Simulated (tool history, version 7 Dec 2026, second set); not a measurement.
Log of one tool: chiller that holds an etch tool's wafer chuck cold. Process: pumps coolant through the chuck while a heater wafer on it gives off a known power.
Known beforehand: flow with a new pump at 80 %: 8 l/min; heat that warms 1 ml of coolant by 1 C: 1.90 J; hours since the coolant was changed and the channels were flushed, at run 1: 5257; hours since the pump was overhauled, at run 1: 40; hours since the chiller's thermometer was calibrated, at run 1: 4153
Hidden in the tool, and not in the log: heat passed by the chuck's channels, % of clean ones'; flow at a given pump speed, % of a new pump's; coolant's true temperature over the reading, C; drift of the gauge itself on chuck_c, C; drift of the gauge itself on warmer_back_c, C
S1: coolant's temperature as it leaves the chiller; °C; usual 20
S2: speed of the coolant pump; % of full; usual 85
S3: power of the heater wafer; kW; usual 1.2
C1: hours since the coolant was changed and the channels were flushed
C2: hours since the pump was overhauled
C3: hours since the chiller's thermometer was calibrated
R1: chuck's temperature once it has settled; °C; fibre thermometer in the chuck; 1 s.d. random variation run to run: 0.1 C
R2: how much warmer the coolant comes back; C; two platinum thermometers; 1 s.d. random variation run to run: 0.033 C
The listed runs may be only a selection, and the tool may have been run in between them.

| run | day | S1 | S2 | S3 | C1 | C2 | C3 | R1 | R2 |
|---|---|---|---|---|---|---|---|---|---|
| 1 | 0 | 20 | 85 | 1.2 | 5257 | 40 | 4153 | 33.9 | 4.42 |
| 2 | 1.654 | 20 | 85 | 1.2 | 5296 | 80 | 4193 | 33.8 | 4.43 |
| 3 | 2.975 | 20 | 85 | 1.2 | 5328 | 112 | 4225 | 33.8 | 4.43 |
| 4 | 4.312 | 20 | 85 | 1.2 | 5360 | 144 | 4257 | 33.8 | 4.5 |
| 5 | 5.05 | 20 | 85 | 0.882 | 5378 | 162 | 4275 | 30.1 | 3.23 |
| 6 | 6.725 | 20 | 85 | 0.882 | 5418 | 202 | 4315 | 30 | 3.28 |
| 7 | 8.112 | 20 | 85 | 0.882 | 5451 | 235 | 4348 | 30.1 | 3.28 |
|  | 9.696 | chiller's thermometer calibrated |
| 8 | 9.779 | 20 | 85 | 0.882 | 5490 | 274 | 2 | 30.2 | 3.27 |
| 9 | 10.933 | 20 | 85 | 0.882 | 5518 | 302 | 30 | 30 | 3.2 |
| 10 | 11.858 | 20 | 85 | 0.882 | 5540 | 324 | 52 | 30 | 3.3 |
| 11 | 12.617 | 20 | 85 | 1.2 | 5558 | 342 | 70 | 33.9 | 4.44 |
| 12 | 14.321 | 20 | 85 | 1.2 | 5599 | 383 | 111 | 34 | 4.43 |
| 13 | 15.792 | 13 | 85 | 0.679 | 5635 | 418 | 146 | 20.7 | 2.49 |
| 14 | 16.821 | 22 | 86 | 1.2 | 5659 | 443 | 171 | 35.5 | 4.4 |
| 15 | 18.029 | 14 | 88 | 0.738 | 5688 | 472 | 200 | 22.1 | 2.62 |
| 16 | 19.392 | 25 | 85 | 1.566 | 5721 | 505 | 233 | 43 | 5.77 |
| 17 | 20.342 | 25 | 85 | 1.566 | 5744 | 528 | 256 | 42.8 | 5.72 |
| 18 | 21.558 | 25 | 85 | 1.566 | 5773 | 557 | 285 | 43 | 5.81 |
| 19 | 23.067 | 27 | 67 | 1.2 | 5809 | 593 | 321 | 44.3 | 5.83 |
| 20 | 24.246 | 27 | 61 | 1.055 | 5838 | 621 | 349 | 43.7 | 5.65 |
| 21 | 25.375 | 27 | 72 | 0.779 | 5865 | 648 | 376 | 37.5 | 3.46 |
| 22 | 26.808 | 20 | 65 | 1.2 | 5899 | 683 | 411 | 37.9 | 6.02 |

Consider 3 possible next runs. They are alternatives, not a sequence: every one starts from the tool as it was left by run 22. What does each give?
| A | 27.838 | 20 | 89 | 0.757 | 5924 | 708 | 435 | ? | ? |
| B | 27.838 | 20 | 65 | 0.91 | 5924 | 708 | 435 | ? | ? |
| C | 27.838 | 18 | 69 | 0.924 | 5924 | 708 | 435 | ? | ? |

| run | R1 | R2 |
|---|---|---|
| A | 28.2 | 2.65 |
| B | 33.5 | 4.54 |
| C | 30.9 | 4.27 |
The same runs, with their run-to-run variation unchanged, on a tool lacking any hidden condition would have given:
| run | R1 | R2 |
|---|---|---|
| A | 28.2 | 2.65 |
| B | 33.5 | 4.54 |
| C | 30.9 | 4.27 |
